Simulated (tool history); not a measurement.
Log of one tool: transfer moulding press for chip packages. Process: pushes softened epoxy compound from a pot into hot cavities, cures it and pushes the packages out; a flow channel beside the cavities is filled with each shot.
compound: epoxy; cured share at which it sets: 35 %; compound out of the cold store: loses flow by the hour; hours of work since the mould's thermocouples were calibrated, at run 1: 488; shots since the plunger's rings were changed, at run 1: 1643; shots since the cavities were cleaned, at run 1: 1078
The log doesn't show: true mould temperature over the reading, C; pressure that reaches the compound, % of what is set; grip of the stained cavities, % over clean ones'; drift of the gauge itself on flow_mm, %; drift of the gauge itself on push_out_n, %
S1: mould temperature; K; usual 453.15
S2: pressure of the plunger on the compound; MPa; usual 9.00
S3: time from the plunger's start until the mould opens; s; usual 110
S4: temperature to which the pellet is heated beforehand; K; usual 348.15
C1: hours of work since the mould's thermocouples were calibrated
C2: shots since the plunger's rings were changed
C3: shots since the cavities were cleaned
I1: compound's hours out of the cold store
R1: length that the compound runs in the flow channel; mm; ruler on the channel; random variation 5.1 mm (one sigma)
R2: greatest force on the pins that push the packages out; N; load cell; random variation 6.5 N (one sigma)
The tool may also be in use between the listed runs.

| run | hour | S1 | S2 | S3 | S4 | C1 | C2 | C3 | I1 | R1 | R2 |
|---|---|---|---|---|---|---|---|---|---|---|---|
| 1 | 0.0 | 453.15 | 9.00 | 110 | 348.15 | 488 | 1643 | 1078 | 33.4 | 518 | 258 |
|  | 6.5 | cavities cleaned with cleaning compound and waxed |
| 2 | 41.6 | 453.15 | 9.00 | 110 | 348.15 | 513 | 2093 | 393 | 21.5 | 530 | 256 |
| 3 | 76.9 | 453.15 | 9.00 | 95 | 348.15 | 535 | 2489 | 789 | 15.6 | 542 | 339 |
| 4 | 97.0 | 453.15 | 9.00 | 110 | 348.15 | 547 | 2715 | 1015 | 30.5 | 511 | 267 |
|  | 111.8 | cavities cleaned with cleaning compound and waxed |
| 5 | 127.0 | 448.15 | 9.00 | 110 | 348.15 | 565 | 3034 | 170 | 47.9 | 505 | 346 |
| 6 | 167.9 | 448.15 | 9.00 | 110 | 348.15 | 591 | 3493 | 629 | 21.2 | 534 | 375 |
| 7 | 185.6 | 448.15 | 9.00 | 110 | 348.15 | 602 | 3692 | 828 | 9.2 | 558 | 386 |
| 8 | 205.7 | 448.15 | 9.00 | 110 | 348.15 | 614 | 3917 | 1053 | 13.1 | 561 | 382 |
|  | 215.4 | cavities cleaned with cleaning compound and waxed |
| 9 | 236.4 | 448.15 | 9.00 | 110 | 348.15 | 632 | 4244 | 235 | 40.3 | 512 | 353 |
| 10 | 254.6 | 453.15 | 9.00 | 110 | 348.15 | 644 | 4448 | 439 | 37.8 | 508 | 257 |
| 11 | 272.5 | 453.15 | 9.00 | 99 | 348.15 | 655 | 4649 | 640 | 38.6 | 502 | 300 |
|  | 283.0 | plunger's sealing rings changed |
| 12 | 310.1 | 453.15 | 9.00 | 106 | 351.15 | 677 | 304 | 1034 | 13.4 | 548 | 277 |
|  | 314.1 | mould's thermocouples calibrated |
|  | 324.8 | cavities cleaned with cleaning compound and waxed |
| 13 | 346.0 | 453.15 | 9.00 | 92 | 351.15 | 19 | 667 | 238 | 46.0 | 492 | 365 |

The next listed run, before its measurement:
| 14 | 375.3 | 453.15 | 10.76 | 142 | 351.15 | 37 | 996 | 567 | 16.4 | ? | ? |

Run 14 gave R1 593 mm, R2 204 N.
Without the tool's hidden state the same run would have given R1 593 mm, R2 202 N.

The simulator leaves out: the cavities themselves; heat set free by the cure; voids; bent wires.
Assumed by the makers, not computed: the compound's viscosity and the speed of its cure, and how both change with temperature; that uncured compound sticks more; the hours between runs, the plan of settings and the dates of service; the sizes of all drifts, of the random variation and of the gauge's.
